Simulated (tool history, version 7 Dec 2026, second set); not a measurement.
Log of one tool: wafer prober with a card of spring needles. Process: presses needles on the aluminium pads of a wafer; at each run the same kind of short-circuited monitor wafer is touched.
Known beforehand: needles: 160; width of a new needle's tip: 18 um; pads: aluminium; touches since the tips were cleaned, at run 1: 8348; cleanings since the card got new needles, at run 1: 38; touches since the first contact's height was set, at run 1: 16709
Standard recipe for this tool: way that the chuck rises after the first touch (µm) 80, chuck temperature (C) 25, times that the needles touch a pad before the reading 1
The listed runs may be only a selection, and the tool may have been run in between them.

run,hour,way that the chuck rises after the first touch (µm),chuck temperature (C),times that the needles touch a pad before the reading,touches since the tips were cleaned,cleanings since the card got new needles,touches since the first contact's height was set,resistance of one needle with its contact and lead (mohm),way that a needle slides on the pad (µm)
1,0,80,25,1,8348,38,16709,189,19.63
# hour 4.2: tips cleaned on abrasive film
2,35.8,80,25,1,5821,39,23282,199,19.55
# hour 51.9: tips cleaned on abrasive film
3,92.1,80,25,1,7397,40,33631,188,19.61
# hour 100.5: tips cleaned on abrasive film, once more
4,129.8,80,25,2,5388,41,40547,168,19.52
# hour 147.2: tips cleaned on abrasive film
5,188,80,25,2,7514,42,51257,175,19.49
# hour 193.9: tips cleaned on abrasive film
6,213.9,94,35,1,3679,43,55992,173,23
# hour 241.7: tips cleaned on abrasive film
7,260,67,114,1,3364,44,64470,201,16.2
# hour 288.5: tips cleaned on abrasive film
8,314.5,98,52,2,4798,45,74488,171,23.9
# hour 334.1: tips cleaned on abrasive film
9,349.6,77,52,2,2863,46,80930,170,18.69
# hour 381.5: tips cleaned on abrasive film
10,392.8,81,25,3,2094,47,88871,158,19.73

Each row is a separate what-if for the run after 10, all from the same tool condition, not one after another. Results?
A,426.6,72,25,3,8304,47,95081,?,?
B,426.6,69,98,3,8304,47,95081,?,?
C,426.6,63,36,2,8304,47,95081,?,?

run,resistance of one needle with its contact and lead (mohm),way that a needle slides on the pad (µm)
A,172,17.47
B,185,16.72
C,190,15.3
With no hidden state in the tool, these same runs would have given:
run,resistance of one needle with its contact and lead (mohm),way that a needle slides on the pad (µm)
A,157,17.71
B,170,16.96
C,159,15.54
